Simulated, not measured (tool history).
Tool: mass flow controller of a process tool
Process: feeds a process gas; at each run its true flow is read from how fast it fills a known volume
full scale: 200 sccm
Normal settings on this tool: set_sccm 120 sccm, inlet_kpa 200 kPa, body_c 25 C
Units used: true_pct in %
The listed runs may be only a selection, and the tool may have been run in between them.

run	hour	set_sccm	inlet_kpa	body_c	true_pct
1	0	120	200	25	97.79
2	394.9	120	200	25	97.57
3	782.8	120	200	25	97.44
4	1006.3	120	189	25	97.45
5	1403.5	82	189	25	96.66
6	1806.8	120	200	20	97.36
7	2174.2	120	175	25	97.11
8	2542.1	42	200	25	94.82
9	2957.9	42	200	25	94.88
10	3279.2	120	200	25	96.92
11	3501.7	120	200	25	96.79
12	3738.7	120	200	25	96.79
13	4072.4	120	216	25	96.8
14	4274.5	110	200	25	96.49
15	4457.5	110	200	25	96.4
16	4783.9	110	200	25	96.22
17	5119.1	120	200	25	96.36
18	5413.1	120	200	25	96.37
19	5820.5	28	200	25	92.24
20	5999	28	200	25	92.03
# hour 6279.6: controller's zero set anew
21	6280.8	120	200	25	96.09
22	6589.8	120	166	25	95.77
23	7023.9	120	166	25	95.68
24	7241	120	166	25	95.56
25	7443.8	120	209	25	95.71
26	7681.7	120	209	25	95.73
# hour 7816.5: controller's zero set anew, once more
27	8066.7	120	209	25	96.84
28	8474.8	39	184	25	95.37
29	8680.7	120	232	21	96.97
30	9026.2	120	232	21	96.78
31	9373.1	79	150	31	95.46
32	9631.4	120	200	21	96.62
33	9835.9	88	232	29	95.84
34	10054.6	120	198	25	96.31
35	10339.3	46	200	23	94.95
36	10717.6	46	200	23	94.84
37	11055.3	48	202	34	94.46
38	11293.7	120	200	20	96.23
39	11718.2	68	245	20	95.51
40	12091.1	120	200	25	95.94
41	12277.8	26	200	29	93.02
42	12526.6	120	232	25	95.85
43	12727.8	120	200	25	95.77
44	13149.2	120	200	29	95.5
45	13468.4	23	150	25	91.92
46	13828.9	27	200	31	92.22
47	14243.7	72	248	25	94.65
48	14494.6	72	252	29	94.49

Here are 3 independent what-if runs from the current tool condition. What would each one return?
A	14733.3	59	233	40	?
B	14733.3	91	262	31	?
C	14733.3	120	200	22	?

run	true_pct
A	93.46
B	94.7
C	95.33
Take away the tool's hidden state, keep each run's random variation, and the runs would have read:
run	true_pct
A	97.82
B	98.62
C	99.06
